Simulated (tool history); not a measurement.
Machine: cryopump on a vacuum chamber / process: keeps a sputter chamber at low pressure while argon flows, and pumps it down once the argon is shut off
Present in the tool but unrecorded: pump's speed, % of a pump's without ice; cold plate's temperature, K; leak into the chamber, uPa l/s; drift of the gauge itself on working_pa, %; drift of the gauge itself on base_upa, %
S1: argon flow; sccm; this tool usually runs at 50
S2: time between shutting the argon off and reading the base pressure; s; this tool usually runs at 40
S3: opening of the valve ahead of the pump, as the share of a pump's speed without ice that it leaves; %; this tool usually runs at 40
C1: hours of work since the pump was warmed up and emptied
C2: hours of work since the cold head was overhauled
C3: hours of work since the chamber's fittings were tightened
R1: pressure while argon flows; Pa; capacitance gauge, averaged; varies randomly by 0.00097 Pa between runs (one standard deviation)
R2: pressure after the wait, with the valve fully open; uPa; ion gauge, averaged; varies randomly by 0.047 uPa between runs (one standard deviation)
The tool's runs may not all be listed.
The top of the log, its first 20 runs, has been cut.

run    hour  S1   S2  S3   C1    C2    C3      R1    R2
 21     660  23   40  26  307  1837  1602  0.1502  4.69
 22   688.3  21  111  23  332  1862  1627  0.1553  3.04
 23     724  83   31  37  364  1894  1658  0.3884  5.35
 24   747.9  50   39  21  384  1915  1679  0.4057  4.88
 25   769.6  61   93  29  403  1933  1698  0.3611  3.36
 26     788  50   84  18  420  1950  1714  0.4743  3.43
 27   827.9  35   84  19  455  1985  1749  0.3151  3.53
 28   856.8  35   36  19  480  2010  1774  0.3154  5.16
 29   885.2  35   36  19  505  2035  1799  0.3141  5.23
 30     924  32  279  40  539  2069  1833  0.1419  2.87
 31   954.5  32  279  38  565  2095  1860  0.1492   2.9
 32   987.3  46  279  38  594  2124  1889  0.2167  2.92
 33  1026.2  51   21  18  628  2158  1923  0.4858  7.66

The next listed run, before its measurement:
 34  1056.6  26  142  16  655  2185  1949   ?   ?

{"run 34": {"R1": 0.2802, "R2": 3.44}}
Had the tool carried no hidden state, the very same run would have given R1 0.2715 Pa, R2 0.99 uPa.
